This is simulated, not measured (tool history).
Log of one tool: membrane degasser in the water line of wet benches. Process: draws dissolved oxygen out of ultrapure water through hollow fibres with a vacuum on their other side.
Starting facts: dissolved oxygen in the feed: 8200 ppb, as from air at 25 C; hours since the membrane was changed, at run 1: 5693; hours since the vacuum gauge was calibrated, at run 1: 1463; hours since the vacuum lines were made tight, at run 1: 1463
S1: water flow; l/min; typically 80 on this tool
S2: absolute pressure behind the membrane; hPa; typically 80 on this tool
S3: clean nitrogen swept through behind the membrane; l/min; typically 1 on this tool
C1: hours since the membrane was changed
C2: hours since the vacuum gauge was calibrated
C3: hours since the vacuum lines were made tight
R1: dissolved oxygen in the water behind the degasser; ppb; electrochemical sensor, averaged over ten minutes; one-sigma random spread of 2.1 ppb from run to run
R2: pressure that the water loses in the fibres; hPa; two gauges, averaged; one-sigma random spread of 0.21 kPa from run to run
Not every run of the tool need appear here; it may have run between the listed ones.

run    hour   S1     S2    S3     C1    C2    C3      R1     R2
  1       0   80     80     1   5693  1463  1463   622.7  535.7
  2   212.4   80     80     1   5906  1675  1675   622.9  537.7
  3   398.5   80     80     1   6092  1861  1861   620.5  540.7
  4   494.5   80     80     1   6188  1957  1957   622.9  536.5
  5   636.8   80   56.6     1   6330  2099  2099   336.2  544.3
  6   862.4   80   56.6     1   6556  2325  2325     335  546.8
  7  1005.3   80   56.6     1   6699  2468  2468   338.3  543.6
  8    1201   80   56.6   2.3   6894  2664  2664   187.9    544
  9  1401.1   97     80     1   7095  2864  2864   713.9    665
 10  1605.3   97     80     1   7299  3068  3068   709.5    666
 11  1721.2   97     80     1   7415  3184  3184     712  664.4
 12    1871   80     80     1   7564  3334  3334   626.1  549.6
 13  2049.8   80     80     1   7743  3512  3512   626.3  549.7
 14  2171.2   80  197.9     1   7865  3634  3634  1878.1  549.6
 15  2387.2   80  197.9     1   8081  3850  3850  1868.8  547.2
     2405.4  -- vacuum gauge calibrated
 16  2610.2   80  196.8     1   8303   205  4072  1859.8  549.4
 17    2791   80  124.7  1.66   8484   386  4253   818.8  552.1
 18    2972   57  186.4  0.43   8665   567  4434  2309.7  397.1
 19  3069.7   64  103.3     1   8763   664  4532     780  446.3
 20  3282.3   64  103.3     1   8975   877  4744   778.5  442.8
     3338.3  -- vacuum gauge calibrated, once more
 21  3401.3   68  120.7  1.43   9094    63  4863   762.3  476.4
 22  3607.6   48   70.8  0.74   9300   269  5069   429.9  337.9
 23  3795.4   48   70.8  0.74   9488   457  5257   434.1  338.8
 24  4009.8   48   70.8  0.74   9702   672  5471   432.9  337.4
 25  4149.4   48   70.8  0.74   9842   811  5611   431.5  343.3
 26  4315.6  110     80     1  10008   977  5777   766.3  775.7
 27  4437.3   68   50.2  0.43  10130  1099  5899   360.4  479.6
 28  4599.2   99     80  0.53  10292  1261  6061   995.3    703
 29  4746.5   64  118.3  1.69  10439  1408  6208   629.8  453.8
 30  4908.1   64  118.3  1.69  10601  1570  6370   627.2  455.8

How would selected steps in R1 from run to run divide? Give the signed amount a tool lacking its hidden state would still show from settings, what came in and random variation, and the signed amount left for the hidden state, including any gauge scatter that is not in both of the compared results.
Hidden state present: membrane still open, %; true pressure behind the membrane over the reading, kPa; air that leaks in behind the membrane, l/min; drift of the gauge itself on oxygen_ppb, %; drift of the gauge itself on loss_of_pressure_kpa, %.
Run 13 -> 14: S2 80 -> 197.9. R1 +1251.8 ppb: hidden state -3.9, all else +1255.7.
Run 17 -> 18: S1 80 -> 57, S2 124.7 -> 186.4, S3 1.66 -> 0.43. R1 +1490.9 ppb: hidden state -8.5, all else +1499.4.
Run 18 -> 19: S1 57 -> 64, S2 186.4 -> 103.3, S3 0.43 -> 1. R1 -1529.7 ppb: hidden state +8, all else -1537.7.
Run 20 -> 21: S1 64 -> 68, S2 103.3 -> 120.7, S3 1 -> 1.43, vacuum gauge calibrated, once more. R1 -16.2 ppb: hidden state -11.2, all else -5.
Run 25 -> 26: S1 48 -> 110, S2 70.8 -> 80, S3 0.74 -> 1. R1 +334.8 ppb: hidden state +12.9, all else +321.9.
Run 26 -> 27: S1 110 -> 68, S2 80 -> 50.2, S3 1 -> 0.43. R1 -405.9 ppb: hidden state -10.3, all else -395.6.
